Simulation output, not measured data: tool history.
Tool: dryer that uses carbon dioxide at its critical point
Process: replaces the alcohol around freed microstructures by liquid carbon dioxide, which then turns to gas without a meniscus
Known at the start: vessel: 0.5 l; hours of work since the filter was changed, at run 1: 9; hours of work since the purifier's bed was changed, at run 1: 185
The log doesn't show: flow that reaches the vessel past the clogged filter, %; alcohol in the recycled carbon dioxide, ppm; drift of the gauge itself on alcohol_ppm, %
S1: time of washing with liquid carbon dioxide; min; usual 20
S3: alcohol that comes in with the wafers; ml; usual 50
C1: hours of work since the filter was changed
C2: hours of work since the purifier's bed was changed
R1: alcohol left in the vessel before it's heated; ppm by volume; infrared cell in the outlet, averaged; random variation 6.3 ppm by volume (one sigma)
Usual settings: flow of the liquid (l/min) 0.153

run 1 day=0 | S1=20 flow_of_the_liquid_(l/min)=0.153 S3=50 | C1=9 C2=185 | R1=322
run 2 day=1.717 | S1=20 flow_of_the_liquid_(l/min)=0.153 S3=50 | C1=36 C2=212 | R1=357
run 3 day=3.346 | S1=20 flow_of_the_liquid_(l/min)=0.153 S3=50 | C1=62 C2=238 | R1=421
run 4 day=4.808 | S1=20 flow_of_the_liquid_(l/min)=0.153 S3=50 | C1=86 C2=261 | R1=452
run 5 day=6.471 | S1=20 flow_of_the_liquid_(l/min)=0.153 S3=50 | C1=112 C2=288 | R1=507
run 6 day=7.267 | S1=22 flow_of_the_liquid_(l/min)=0.153 S3=50 | C1=125 C2=301 | R1=337
run 7 day=8.562 | S1=22 flow_of_the_liquid_(l/min)=0.153 S3=50 | C1=146 C2=321 | R1=386
run 8 day=9.388 | S1=20 flow_of_the_liquid_(l/min)=0.153 S3=50 | C1=159 C2=335 | R1=614
-- day=9.679 inlet filter changed
run 9 day=10.442 | S1=14 flow_of_the_liquid_(l/min)=0.153 S3=50 | C1=12 C2=351 | R1=1705
run 10 day=11.258 | S1=14 flow_of_the_liquid_(l/min)=0.153 S3=50 | C1=25 C2=364 | R1=1722
run 11 day=12.033 | S1=20 flow_of_the_liquid_(l/min)=0.153 S3=84 | C1=38 C2=376 | R1=609
run 12 day=13.258 | S1=20 flow_of_the_liquid_(l/min)=0.153 S3=50 | C1=57 C2=396 | R1=449
run 13 day=14.054 | S1=20 flow_of_the_liquid_(l/min)=0.153 S3=50 | C1=70 C2=409 | R1=465
run 14 day=15.425 | S1=20 flow_of_the_liquid_(l/min)=0.153 S3=50 | C1=92 C2=430 | R1=500
run 15 day=16.396 | S1=20 flow_of_the_liquid_(l/min)=0.153 S3=50 | C1=107 C2=446 | R1=536
run 16 day=17.312 | S1=20 flow_of_the_liquid_(l/min)=0.153 S3=50 | C1=122 C2=461 | R1=575
run 17 day=18.988 | S1=20 flow_of_the_liquid_(l/min)=0.153 S3=50 | C1=149 C2=487 | R1=616
-- day=19.896 inlet filter changed
run 18 day=20.421 | S1=20 flow_of_the_liquid_(l/min)=0.153 S3=50 | C1=8 C2=510 | R1=387
run 19 day=21.592 | S1=20 flow_of_the_liquid_(l/min)=0.153 S3=50 | C1=27 C2=528 | R1=436
run 20 day=22.333 | S1=20 flow_of_the_liquid_(l/min)=0.153 S3=50 | C1=39 C2=540 | R1=445
run 21 day=23.7 | S1=20 flow_of_the_liquid_(l/min)=0.153 S3=50 | C1=61 C2=562 | R1=472
run 22 day=24.496 | S1=20 flow_of_the_liquid_(l/min)=0.153 S3=50 | C1=73 C2=575 | R1=514
run 23 day=25.204 | S1=20 flow_of_the_liquid_(l/min)=0.153 S3=50 | C1=85 C2=586 | R1=525
run 24 day=26.879 | S1=20 flow_of_the_liquid_(l/min)=0.153 S3=25 | C1=112 C2=613 | R1=361
run 25 day=27.688 | S1=23 flow_of_the_liquid_(l/min)=0.172 S3=65 | C1=124 C2=626 | R1=258
run 26 day=28.867 | S1=21 flow_of_the_liquid_(l/min)=0.172 S3=65 | C1=143 C2=644 | R1=398
run 27 day=29.846 | S1=13 flow_of_the_liquid_(l/min)=0.152 S3=50 | C1=159 C2=660 | R1=3494
-- day=30.112 inlet filter changed
run 28 day=31.2 | S1=13 flow_of_the_liquid_(l/min)=0.243 S3=50 | C1=17 C2=681 | R1=380
run 29 day=32.096 | S1=18 flow_of_the_liquid_(l/min)=0.112 S3=25 | C1=32 C2=695 | R1=1297
run 30 day=33.408 | S1=26 flow_of_the_liquid_(l/min)=0.128 S3=104 | C1=53 C2=716 | R1=602
run 31 day=35.042 | S1=20 flow_of_the_liquid_(l/min)=0.153 S3=86 | C1=79 C2=742 | R1=807
run 32 day=36.088 | S1=20 flow_of_the_liquid_(l/min)=0.107 S3=26 | C1=95 C2=759 | R1=1349
run 33 day=37.471 | S1=20 flow_of_the_liquid_(l/min)=0.107 S3=26 | C1=117 C2=781 | R1=1463
run 34 day=38.908 | S1=20 flow_of_the_liquid_(l/min)=0.107 S3=26 | C1=140 C2=804 | R1=1498
-- day=40.275 inlet filter changed
run 35 day=40.275 | S1=25 flow_of_the_liquid_(l/min)=0.156 S3=35 | C1=0 C2=825 | R1=239
run 36 day=41.288 | S1=21 flow_of_the_liquid_(l/min)=0.117 S3=58 | C1=16 C2=841 | R1=1296
run 37 day=42.225 | S1=26 flow_of_the_liquid_(l/min)=0.111 S3=50 | C1=31 C2=856 | R1=655
run 38 day=42.946 | S1=20 flow_of_the_liquid_(l/min)=0.209 S3=30 | C1=43 C2=868 | R1=238
run 39 day=43.925 | S1=30 flow_of_the_liquid_(l/min)=0.209 S3=47 | C1=58 C2=884 | R1=217
run 40 day=45.017 | S1=20 flow_of_the_liquid_(l/min)=0.222 S3=50 | C1=76 C2=901 | R1=253
run 41 day=46.3 | S1=20 flow_of_the_liquid_(l/min)=0.222 S3=50 | C1=96 C2=922 | R1=266
run 42 day=47.529 | S1=20 flow_of_the_liquid_(l/min)=0.176 S3=44 | C1=116 C2=941 | R1=403
run 43 day=48.35 | S1=20 flow_of_the_liquid_(l/min)=0.176 S3=44 | C1=129 C2=954 | R1=422
run 44 day=49.721 | S1=30 flow_of_the_liquid_(l/min)=0.176 S3=44 | C1=151 C2=976 | R1=245
-- day=50.467 inlet filter changed
run 45 day=50.908 | S1=12 flow_of_the_liquid_(l/min)=0.221 S3=37 | C1=7 C2=994 | R1=634
run 46 day=52.371 | S1=12 flow_of_the_liquid_(l/min)=0.214 S3=37 | C1=30 C2=1018 | R1=769

5 ways to go on from here, each from the tool as it stands after run 46. What would each give?
run A day=53.825 | S1=20 flow_of_the_liquid_(l/min)=0.226 S3=116 | C1=54 C2=1041 | R1=?
run B day=53.825 | S1=19 flow_of_the_liquid_(l/min)=0.153 S3=42 | C1=54 C2=1041 | R1=?
run C day=53.825 | S1=20 flow_of_the_liquid_(l/min)=0.118 S3=50 | C1=54 C2=1041 | R1=?
run D day=53.825 | S1=20 flow_of_the_liquid_(l/min)=0.096 S3=50 | C1=54 C2=1041 | R1=?
run E day=53.825 | S1=20 flow_of_the_liquid_(l/min)=0.153 S3=108 | C1=54 C2=1041 | R1=?

run=A R1=297
run=B R1=601
run=C R1=1500
run=D R1=3151
run=E R1=952
Without the tool's hidden state the same runs would have given:
run=A R1=27
run=B R1=275
run=C R1=1030
run=D R1=2488
run=E R1=544

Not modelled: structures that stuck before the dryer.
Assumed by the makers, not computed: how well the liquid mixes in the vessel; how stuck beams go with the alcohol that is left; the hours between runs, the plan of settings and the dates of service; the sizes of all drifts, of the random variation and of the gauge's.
